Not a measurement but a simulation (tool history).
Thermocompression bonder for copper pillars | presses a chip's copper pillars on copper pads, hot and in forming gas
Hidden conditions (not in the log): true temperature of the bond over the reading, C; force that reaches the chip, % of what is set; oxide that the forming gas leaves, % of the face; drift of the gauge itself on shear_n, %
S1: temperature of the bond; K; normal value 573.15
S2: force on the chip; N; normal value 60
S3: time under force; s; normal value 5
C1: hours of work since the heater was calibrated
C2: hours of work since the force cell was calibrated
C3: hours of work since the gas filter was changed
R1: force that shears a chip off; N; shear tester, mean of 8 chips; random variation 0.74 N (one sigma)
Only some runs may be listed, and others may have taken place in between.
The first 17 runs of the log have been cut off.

Run 18, day 25.042: usual settings but S2 42 N; C1 698; C2 486; C3 117. Result: R1 57.3 N.
At day 25.454: forming gas filter changed.
Run 19, day 26.317: usual settings but S1 565.15 K, S2 42 N; C1 720; C2 507; C3 15. Result: R1 57.9 N.
Run 20, day 28.212: usual settings but S1 565.15 K, S2 42 N; C1 753; C2 540; C3 48. Result: R1 55.6 N.
Run 21, day 29.679: usual settings but S2 70 N; C1 778; C2 565; C3 73. Result: R1 87.9 N.
Run 22, day 31.088: usual settings but S2 70 N; C1 802; C2 590; C3 97. Result: R1 85.5 N.
At day 32.521: forming gas filter changed.
Run 23, day 32.654: usual settings but S3 4 s; C1 829; C2 616; C3 2. Result: R1 77.7 N.
Run 24, day 34.446: usual settings; C1 860; C2 647; C3 33. Result: R1 82.1 N.
Run 25, day 36.092: usual settings but S1 574.15 K, S3 3 s; C1 888; C2 676; C3 62. Result: R1 67.5 N.
Run 26, day 37.479: usual settings but S2 58 N, S3 10 s; C1 912; C2 700; C3 86. Result: R1 94.6 N.
Run 27, day 38.679: usual settings but S1 558.15 K, S2 57 N, S3 6 s; C1 933; C2 720; C3 106. Result: R1 65.7 N.
At day 39.633: forming gas filter changed.
Run 28, day 40.792: usual settings but S1 560.15 K, S3 6 s; C1 969; C2 757; C3 20. Result: R1 75.7 N.
Run 29, day 41.954: usual settings but S1 560.15 K, S3 6 s; C1 989; C2 777; C3 40. Result: R1 73.8 N.
Run 30, day 42.979: usual settings but S1 589.15 K, S2 64 N, S3 9 s; C1 1007; C2 794; C3 58. Result: R1 111.2 N.
Run 31, day 45.046: usual settings but S1 589.15 K, S2 76 N, S3 9 s; C1 1043; C2 830; C3 93. Result: R1 117.4 N.
Run 32, day 46.108: usual settings; C1 1061; C2 848; C3 112. Result: R1 74.1 N.
At day 46.321: force cell calibrated.
At day 46.783: forming gas filter changed.
Run 33, day 47.838: usual settings but S3 7 s; C1 1089; C2 26; C3 18. Result: R1 94.8 N.
Run 34, day 49.917: usual settings but S1 574.15 K, S2 50 N, S3 4 s; C1 1125; C2 62; C3 54. Result: R1 65.8 N.
Run 35, day 51.296: usual settings but S1 586.15 K, S2 50 N, S3 4 s; C1 1149; C2 86; C3 78. Result: R1 73.4 N.
At day 52.629: heater calibrated with a thermocouple chip.
Run 36, day 52.888: usual settings but S1 597.15 K, S2 62 N, S3 14 s; C1 5; C2 112; C3 104. Result: R1 122.4 N.
At day 54.033: forming gas filter changed.
Run 37, day 54.208: usual settings but S1 597.15 K, S2 62 N, S3 14 s; C1 27; C2 134; C3 3. Result: R1 135.3 N.
Run 38, day 55.408: usual settings but S1 572.15 K; C1 48; C2 155; C3 24. Result: R1 86.5 N.

Branching from run 38: 4 alternative next runs. What would each branch give?
Run A, day 56.642: usual settings but S1 568.15 K, S3 6 s; C1 69; C2 176; C3 45. Result: R1 ?.
Run B, day 56.642: usual settings but S1 567.15 K, S2 45 N, S3 8 s; C1 69; C2 176; C3 45. Result: R1 ?.
Run C, day 56.642: usual settings but S1 571.15 K; C1 69; C2 176; C3 45. Result: R1 ?.
Run D, day 56.642: usual settings but S1 589.15 K, S3 13 s; C1 69; C2 176; C3 45. Result: R1 ?.

run    R1
  A  85.8
  B    74
  C  82.4
  D   122
Take away the tool's hidden state, keep each run's random variation, and the runs would have read:
run     R1
  A   90.8
  B   78.5
  C   87.3
  D  128.5
